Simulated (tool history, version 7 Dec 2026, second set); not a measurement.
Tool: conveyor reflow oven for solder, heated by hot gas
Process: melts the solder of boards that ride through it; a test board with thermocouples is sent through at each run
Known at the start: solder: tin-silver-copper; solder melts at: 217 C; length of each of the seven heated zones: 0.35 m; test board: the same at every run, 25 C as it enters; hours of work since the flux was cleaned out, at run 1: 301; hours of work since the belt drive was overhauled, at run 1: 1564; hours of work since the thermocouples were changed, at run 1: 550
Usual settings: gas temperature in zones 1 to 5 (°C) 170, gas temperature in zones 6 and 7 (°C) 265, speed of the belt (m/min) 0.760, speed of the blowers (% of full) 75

run     day  gas temperature in zones 1 to 5 (°C)  gas temperature in zones 6 and 7 (°C)  speed of the belt (m/min)  speed of the blowers (% of full)  hours of work since the flux was cleaned out  hours of work since the belt drive was overhauled  hours of work since the thermocouples were changed  highest temperature of the board (°C)  time above the solder's melting point (s)
  1   0.000                                   170                                    265                      0.760                                75                                           301                                               1564                                                 550                                  248.7                                       40.2
  2   2.758                                   170                                    265                      0.760                                75                                           340                                               1603                                                 589                                  249.0                                       40.5
  3   5.067                                   170                                    265                      0.760                                75                                           372                                               1636                                                 622                                  248.4                                       40.2
      6.804  -- thermocouples of zones 6 and 7 changed
  4   6.938                                   170                                    265                      0.853                                75                                           398                                               1661                                                   2                                  245.2                                       33.2
      7.554  -- flux residue cleaned out of gas plates and filters
     11.296  -- belt drive overhauled, speed set with a stopwatch
  5  11.354                                   170                                    265                      0.760                                75                                            51                                                  1                                                  59                                  251.7                                       42.6
  6  14.017                                   170                                    265                      0.760                                75                                            89                                                 38                                                  97                                  251.4                                       42.6
  7  18.058                                   170                                    265                      0.760                                75                                           146                                                 96                                                 154                                  250.7                                       42.5
  8  22.204                                   170                                    265                      0.760                                75                                           205                                                154                                                 212                                  250.3                                       42.3
  9  25.217                                   170                                    265                      0.719                                75                                           247                                                197                                                 255                                  252.0                                       46.1
 10  29.192                                   170                                    265                      0.719                                75                                           303                                                253                                                 311                                  251.5                                       45.9
 11  32.996                                   170                                    265                      0.760                                75                                           357                                                307                                                 365                                  250.0                                       41.7
     36.517  -- flux residue cleaned out of gas plates and filters
     36.971  -- belt drive overhauled, speed set with a stopwatch, once more
 12  37.108                                   170                                    265                      0.760                                75                                             6                                                  2                                                 418                                  249.6                                       39.0
 13  40.046                                   173                                    265                      0.760                                75                                            48                                                 43                                                 459                                  250.1                                       40.4
 14  44.388                                   173                                    265                      0.760                                75                                           109                                                105                                                 520                                  249.6                                       40.3
 15  47.100                                   170                                    265                      0.622                                75                                           147                                                143                                                 559                                  255.0                                       52.7
 16  50.521                                   170                                    265                      0.622                                75                                           196                                                191                                                 607                                  253.9                                       52.2
     53.271  -- thermocouples of zones 6 and 7 changed
 17  53.408                                   170                                    260                      0.760                                75                                           235                                                231                                                   2                                  244.1                                       36.4
 18  56.983                                   170                                    260                      0.760                                75                                           286                                                282                                                  52                                  244.6                                       35.9
 19  59.167                                   170                                    260                      0.893                                83                                           316                                                312                                                  83                                  240.0                                       26.9
 20  63.096                                   170                                    260                      0.893                                63                                           372                                                368                                                 139                                  235.5                                       23.5
     65.504  -- flux residue cleaned out of gas plates and filters
 21  66.808                                   170                                    260                      0.893                                63                                            18                                                417                                                 188                                  238.2                                       25.9
 22  70.971                                   170                                    253                      0.664                                63                                            77                                                476                                                 247                                  241.1                                       40.1
 23  74.133                                   170                                    253                      0.664                                63                                           122                                                521                                                 292                                  241.1                                       40.4
 24  76.025                                   183                                    262                      0.814                                59                                           149                                                548                                                 319                                  244.7                                       36.9
 25  78.071                                   183                                    274                      0.713                                59                                           178                                                577                                                 347                                  259.0                                       51.1
 26  81.612                                   162                                    274                      0.713                                58                                           228                                                627                                                 397                                  255.3                                       43.0
 27  84.167                                   170                                    265                      0.669                                52                                           264                                                663                                                 434                                  248.9                                       44.8
 28  86.654                                   175                                    265                      0.855                                83                                           299                                                698                                                 469                                  246.4                                       34.1
 29  88.704                                   175                                    265                      0.855                                83                                           328                                                727                                                 498                                  246.3                                       34.1
 30  90.862                                   175                                    265                      0.855                                83                                           358                                                757                                                 528                                  246.2                                       34.3

Forecast each of these 4 alternatives for the next run:
     94.483  -- flux residue cleaned out of gas plates and filters
  A  95.329                                   170                                    276                      0.760                                75                                            12                                                817                                                 588                                      ?                                          ?
     94.483  -- flux residue cleaned out of gas plates and filters
  B  95.329                                   175                                    265                      0.822                                52                                            12                                                817                                                 588                                      ?                                          ?
     94.483  -- flux residue cleaned out of gas plates and filters
  C  95.329                                   160                                    260                      0.855                                83                                            12                                                817                                                 588                                      ?                                          ?
     94.483  -- flux residue cleaned out of gas plates and filters
  D  95.329                                   170                                    274                      0.692                                52                                            12                                                817                                                 588                                      ?                                          ?

run  highest temperature of the board (°C)  time above the solder's melting point (s)
  A                                  259.3                                       44.9
  B                                  244.5                                       34.1
  C                                  241.2                                       28.4
  D                                  257.7                                       47.8
Without the tool's hidden state the same runs would have given:
run  highest temperature of the board (°C)  time above the solder's melting point (s)
  A                                  259.4                                       44.0
  B                                  244.5                                       33.3
  C                                  241.3                                       27.8
  D                                  257.8                                       46.8
